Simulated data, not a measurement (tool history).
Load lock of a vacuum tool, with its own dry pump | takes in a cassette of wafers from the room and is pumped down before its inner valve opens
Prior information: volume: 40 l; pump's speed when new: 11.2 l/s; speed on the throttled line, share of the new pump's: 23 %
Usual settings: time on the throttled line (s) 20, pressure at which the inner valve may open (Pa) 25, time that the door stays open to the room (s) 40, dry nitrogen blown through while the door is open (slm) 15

run,hour,time on the throttled line (s),pressure at which the inner valve may open (Pa),time that the door stays open to the room (s),dry nitrogen blown through while the door is open (slm),"incoming humidity of the room's air, %",time from the closed door until the inner valve may open (s),rise of the pressure with all valves shut (Pa/min)
1,0,20,25,40,15,43.1,47.1,0.212
2,376.5,20,25,40,15,44.1,47.7,0.23
3,823.2,22,25,40,15,45.9,49.7,0.255
4,1120.7,22,25,40,15,47.7,49.5,0.271
5,1454.7,20,25,40,15,46.3,48.3,0.294
6,1725.6,13,25,40,15,43,43,0.298
7,2014.9,20,25,40,15,43.8,48.2,0.325
8,2424.3,20,25,40,15,42.6,47.8,0.349
9,2698.9,20,25,40,15,44.3,48.2,0.369
10,3129.4,20,43,40,15,47.7,46.2,0.402
11,3619,20,43,40,15,44,46.4,0.433
12,3884.9,20,43,40,15,43.5,45.7,0.461
13,4343.5,20,43,40,15,43.5,46.8,0.5
14,4761.9,20,25,40,15,44.9,48.6,0.536
15,5185.4,37,25,40,23,45.9,61.1,0.573
16,5432.3,20,34,40,8,47.1,47.7,0.584
17,5922.9,23,34,40,29,43.1,49.6,0.614
18,6377.7,11,31,167,7,42.1,41.8,0.709
# hour 6539.1: door's seal changed, seat wiped
19,6703.9,20,42,37,15,43.1,47,0.024
20,6917.5,20,35,40,15,44.3,48.3,0.034

Run 21, settings as shown, results not yet in. Your forecast:
21,7210.8,20,35,40,15,46.6,?,?

Run 21 measured time from the closed door until the inner valve may open (s) 48, rise of the pressure with all valves shut (Pa/min) 0.04.
If the tool had no hidden condition, the same run with the same run-to-run variation would have returned time from the closed door until the inner valve may open (s) 43.7, rise of the pressure with all valves shut (Pa/min) 0.026.

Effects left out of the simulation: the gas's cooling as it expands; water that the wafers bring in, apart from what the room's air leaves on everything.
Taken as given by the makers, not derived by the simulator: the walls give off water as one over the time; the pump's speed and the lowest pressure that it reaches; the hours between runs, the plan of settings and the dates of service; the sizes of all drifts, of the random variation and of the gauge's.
